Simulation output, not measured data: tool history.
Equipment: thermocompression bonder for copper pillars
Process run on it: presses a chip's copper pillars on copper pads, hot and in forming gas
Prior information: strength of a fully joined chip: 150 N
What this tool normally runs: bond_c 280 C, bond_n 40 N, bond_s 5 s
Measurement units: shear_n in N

{"run": 1, "hour": 0.0, "bond_c": 280, "bond_n": 40, "bond_s": 5, "shear_n": 77.8}
{"run": 2, "hour": 78.5, "bond_c": 280, "bond_n": 40, "bond_s": 5, "shear_n": 77.1}
{"run": 3, "hour": 158.9, "bond_c": 280, "bond_n": 40, "bond_s": 5, "shear_n": 78}
{"run": 4, "hour": 206.8, "bond_c": 280, "bond_n": 40, "bond_s": 5, "shear_n": 76.8}
{"run": 5, "hour": 243.3, "bond_c": 256, "bond_n": 40, "bond_s": 5, "shear_n": 57.7}
{"run": 6, "hour": 295.4, "bond_c": 256, "bond_n": 40, "bond_s": 5, "shear_n": 57.9}
{"hour": 335.3, "done": "forming gas filter changed"}
{"run": 7, "hour": 335.3, "bond_c": 280, "bond_n": 40, "bond_s": 5, "shear_n": 78.7}
{"run": 8, "hour": 412.6, "bond_c": 280, "bond_n": 40, "bond_s": 5, "shear_n": 78.5}
{"run": 9, "hour": 489.7, "bond_c": 280, "bond_n": 40, "bond_s": 5, "shear_n": 79}
{"run": 10, "hour": 537.5, "bond_c": 280, "bond_n": 40, "bond_s": 5, "shear_n": 77.9}
{"run": 11, "hour": 596.4, "bond_c": 280, "bond_n": 40, "bond_s": 5, "shear_n": 79.1}
{"run": 12, "hour": 633.8, "bond_c": 280, "bond_n": 40, "bond_s": 5, "shear_n": 76.7}
{"hour": 690.6, "done": "forming gas filter changed"}
{"run": 13, "hour": 706.4, "bond_c": 280, "bond_n": 40, "bond_s": 5, "shear_n": 78.1}
{"run": 14, "hour": 755.7, "bond_c": 280, "bond_n": 40, "bond_s": 5, "shear_n": 79.7}
{"run": 15, "hour": 803.9, "bond_c": 280, "bond_n": 40, "bond_s": 5, "shear_n": 79.2}
{"run": 16, "hour": 862.7, "bond_c": 280, "bond_n": 40, "bond_s": 5, "shear_n": 80}
{"run": 17, "hour": 926.8, "bond_c": 280, "bond_n": 40, "bond_s": 12, "shear_n": 98.8}
{"run": 18, "hour": 987.3, "bond_c": 280, "bond_n": 40, "bond_s": 12, "shear_n": 100.7}
{"run": 19, "hour": 1040.3, "bond_c": 280, "bond_n": 40, "bond_s": 5, "shear_n": 78.2}
{"hour": 1047.6, "done": "forming gas filter changed"}
{"run": 20, "hour": 1119.4, "bond_c": 266, "bond_n": 36, "bond_s": 11, "shear_n": 78.9}
{"run": 21, "hour": 1156.6, "bond_c": 266, "bond_n": 27, "bond_s": 6, "shear_n": 48.3}

The next listed run, before its measurement:
{"run": 22, "hour": 1191.4, "bond_c": 266, "bond_n": 27, "bond_s": 6, "shear_n": "?"}

shear_n: 46.8 N
Had the tool carried no hidden state, the very same run would have given shear_n 47.4 N.

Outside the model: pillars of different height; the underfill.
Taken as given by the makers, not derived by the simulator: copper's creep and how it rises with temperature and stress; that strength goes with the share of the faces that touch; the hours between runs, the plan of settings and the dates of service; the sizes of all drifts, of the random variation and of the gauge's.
